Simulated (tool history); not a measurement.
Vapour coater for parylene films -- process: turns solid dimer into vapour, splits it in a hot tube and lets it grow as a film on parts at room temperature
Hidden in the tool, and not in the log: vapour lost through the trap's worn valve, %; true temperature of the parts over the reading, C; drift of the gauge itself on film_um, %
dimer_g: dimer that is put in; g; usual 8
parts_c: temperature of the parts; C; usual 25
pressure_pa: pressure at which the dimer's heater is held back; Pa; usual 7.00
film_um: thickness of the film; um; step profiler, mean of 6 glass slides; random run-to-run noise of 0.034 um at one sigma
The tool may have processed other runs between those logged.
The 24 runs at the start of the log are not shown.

| run | day | dimer_g | parts_c | pressure_pa | hours of work since the trap's valve was overhauled | hours of work since the table's thermometer was calibrated | film_um |
|---|---|---|---|---|---|---|---|
|  | 28.496 | trap's valve overhauled |
| 25 | 30.171 | 12 | 30 | 2.95 | 24 | 1467 | 5.04 |
| 26 | 31.112 | 5 | 21 | 7.38 | 38 | 1481 | 2.28 |
| 27 | 32.271 | 12 | 21 | 2.84 | 55 | 1498 | 6.17 |
| 28 | 33.908 | 5 | 35 | 3.61 | 78 | 1521 | 1.87 |
| 29 | 34.721 | 5 | 22 | 3.61 | 90 | 1533 | 2.46 |
| 30 | 35.933 | 5 | 30 | 3.84 | 108 | 1551 | 2.07 |
| 31 | 37.767 | 5 | 30 | 9.63 | 134 | 1577 | 1.81 |
| 32 | 39.308 | 8 | 34 | 9.03 | 156 | 1599 | 2.64 |
| 33 | 40.275 | 8 | 34 | 9.03 | 170 | 1613 | 2.66 |
| 34 | 41.208 | 8 | 34 | 9.03 | 184 | 1627 | 2.68 |
| 35 | 43.042 | 6 | 34 | 7.62 | 211 | 1653 | 2.03 |
| 36 | 44.546 | 6 | 34 | 7.62 | 232 | 1675 | 2.03 |
|  | 46.012 | trap's valve overhauled |
| 37 | 46.217 | 3 | 29 | 2.19 | 3 | 1697 | 1.35 |
| 38 | 47.471 | 8 | 29 | 7.00 | 21 | 1715 | 3.06 |
| 39 | 49.200 | 7 | 18 | 4.59 | 46 | 1740 | 3.67 |
| 40 | 50.725 | 7 | 18 | 4.59 | 68 | 1762 | 3.60 |
| 41 | 52.262 | 6 | 25 | 5.32 | 90 | 1785 | 2.64 |
|  | 53.212 | table's thermometer calibrated |
| 42 | 53.746 | 6 | 25 | 5.32 | 111 | 8 | 2.59 |
| 43 | 55.262 | 6 | 25 | 5.32 | 133 | 30 | 2.57 |

Below are 4 alternative next runs, each starting from the tool's condition after run 43. Predict each:
| A | 56.746 | 9 | 34 | 9.54 | 155 | 51 | ? |
| B | 56.746 | 8 | 20 | 10.23 | 155 | 51 | ? |
| C | 56.746 | 8 | 25 | 3.13 | 155 | 51 | ? |
| D | 56.746 | 4 | 18 | 10.17 | 155 | 51 | ? |

| run | film_um |
|---|---|
| A | 2.95 |
| B | 3.56 |
| C | 3.73 |
| D | 1.84 |
With no hidden state in the tool, these same runs would have given:
| run | film_um |
|---|---|
| A | 2.96 |
| B | 3.58 |
| C | 3.75 |
| D | 1.84 |
